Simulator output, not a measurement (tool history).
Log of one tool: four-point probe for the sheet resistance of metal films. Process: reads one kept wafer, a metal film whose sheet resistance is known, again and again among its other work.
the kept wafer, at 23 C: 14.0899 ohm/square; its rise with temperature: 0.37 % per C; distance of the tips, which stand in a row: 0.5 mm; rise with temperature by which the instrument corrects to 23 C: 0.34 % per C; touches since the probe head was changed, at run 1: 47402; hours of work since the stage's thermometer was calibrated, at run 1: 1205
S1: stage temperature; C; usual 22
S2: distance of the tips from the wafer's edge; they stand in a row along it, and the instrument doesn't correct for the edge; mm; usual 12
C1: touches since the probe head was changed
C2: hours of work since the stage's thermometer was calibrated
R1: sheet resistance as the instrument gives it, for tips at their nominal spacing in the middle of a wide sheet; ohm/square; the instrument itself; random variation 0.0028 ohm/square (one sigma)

run 1 hour=0 | S1=22 S2=12 | C1=47402 C2=1205 | R1=14.168092
run 2 hour=23.8 | S1=22 S2=12 | C1=48298 C2=1221 | R1=14.168523
run 3 hour=68.6 | S1=22 S2=12 | C1=49983 C2=1250 | R1=14.168709
run 4 hour=91.9 | S1=22 S2=12 | C1=50857 C2=1266 | R1=14.17208
run 5 hour=138.7 | S1=22 S2=12 | C1=52618 C2=1296 | R1=14.172769
run 6 hour=164.3 | S1=22 S2=12 | C1=53581 C2=1313 | R1=14.171135
run 7 hour=196.2 | S1=22 S2=12 | C1=54782 C2=1334 | R1=14.168975
run 8 hour=220.5 | S1=22 S2=12 | C1=55697 C2=1350 | R1=14.173404
run 9 hour=267.1 | S1=22 S2=12 | C1=57449 C2=1381 | R1=14.180844
run 10 hour=295.2 | S1=22 S2=12 | C1=58506 C2=1399 | R1=14.180336
run 11 hour=324.9 | S1=22 S2=12 | C1=59622 C2=1419 | R1=14.177777
run 12 hour=371.1 | S1=23 S2=12 | C1=61362 C2=1449 | R1=14.185456
run 13 hour=402.6 | S1=23 S2=12 | C1=62546 C2=1470 | R1=14.183449
run 14 hour=427.3 | S1=22 S2=53 | C1=63475 C2=1486 | R1=14.165213
run 15 hour=474.9 | S1=22 S2=12 | C1=65264 C2=1517 | R1=14.178693
run 16 hour=501.6 | S1=22 S2=12 | C1=66270 C2=1534 | R1=14.183188
run 17 hour=542.2 | S1=22 S2=12 | C1=67795 C2=1561 | R1=14.187091
run 18 hour=579 | S1=22 S2=12 | C1=69181 C2=1585 | R1=14.188078
run 19 hour=616.7 | S1=22 S2=31 | C1=70598 C2=1610 | R1=14.17543
run 20 hour=643.1 | S1=22 S2=12 | C1=71592 C2=1627 | R1=14.191636
run 21 hour=676 | S1=22 S2=12 | C1=72831 C2=1649 | R1=14.18752
run 22 hour=701.2 | S1=23 S2=12 | C1=73777 C2=1665 | R1=14.195553
run 23 hour=736.9 | S1=23 S2=12 | C1=75119 C2=1689 | R1=14.198293
run 24 hour=758.5 | S1=33 S2=24 | C1=75934 C2=1703 | R1=14.231137
run 25 hour=786.6 | S1=26 S2=5 | C1=76988 C2=1721 | R1=14.274578
run 26 hour=819.4 | S1=21 S2=54 | C1=78222 C2=1743 | R1=14.176199
run 27 hour=841.5 | S1=21 S2=54 | C1=79054 C2=1757 | R1=14.173736
run 28 hour=877.9 | S1=18 S2=46 | C1=80422 C2=1781 | R1=14.165887
run 29 hour=919.1 | S1=34 S2=3 | C1=81973 C2=1808 | R1=14.446965
run 30 hour=963.9 | S1=34 S2=3 | C1=83659 C2=1838 | R1=14.450854
run 31 hour=984.4 | S1=34 S2=3 | C1=84427 C2=1851 | R1=14.445964
run 32 hour=1028.4 | S1=34 S2=3 | C1=86084 C2=1880 | R1=14.451805
run 33 hour=1068.1 | S1=34 S2=3 | C1=87578 C2=1906 | R1=14.452705
run 34 hour=1090.5 | S1=23 S2=74 | C1=88418 C2=1921 | R1=14.192323
run 35 hour=1135.7 | S1=23 S2=74 | C1=90122 C2=1950 | R1=14.198362
run 36 hour=1164.2 | S1=22 S2=56 | C1=91192 C2=1969 | R1=14.195645
run 37 hour=1200.9 | S1=35 S2=13 | C1=92574 C2=1993 | R1=14.257132
run 38 hour=1236.5 | S1=21 S2=8 | C1=93913 C2=2016 | R1=14.220241
run 39 hour=1260.9 | S1=34 S2=37 | C1=94828 C2=2032 | R1=14.245458
run 40 hour=1287.5 | S1=25 S2=31 | C1=95829 C2=2050 | R1=14.216924
run 41 hour=1329.6 | S1=22 S2=14 | C1=97412 C2=2077 | R1=14.209168
run 42 hour=1361.9 | S1=22 S2=14 | C1=98627 C2=2099 | R1=14.215742

3 ways to go on from here, each from the tool as it stands after run 42. What would each give?
run A hour=1383.1 | S1=22 S2=13 | C1=99427 C2=2113 | R1=?
run B hour=1383.1 | S1=22 S2=67 | C1=99427 C2=2113 | R1=?
run C hour=1383.1 | S1=25 S2=12 | C1=99427 C2=2113 | R1=?

run=A R1=14.213819
run=B R1=14.199698
run=C R1=14.226858
Without the tool's hidden state the same runs would have given:
run=A R1=14.099611
run=B R1=14.085595
run=C R1=14.112335
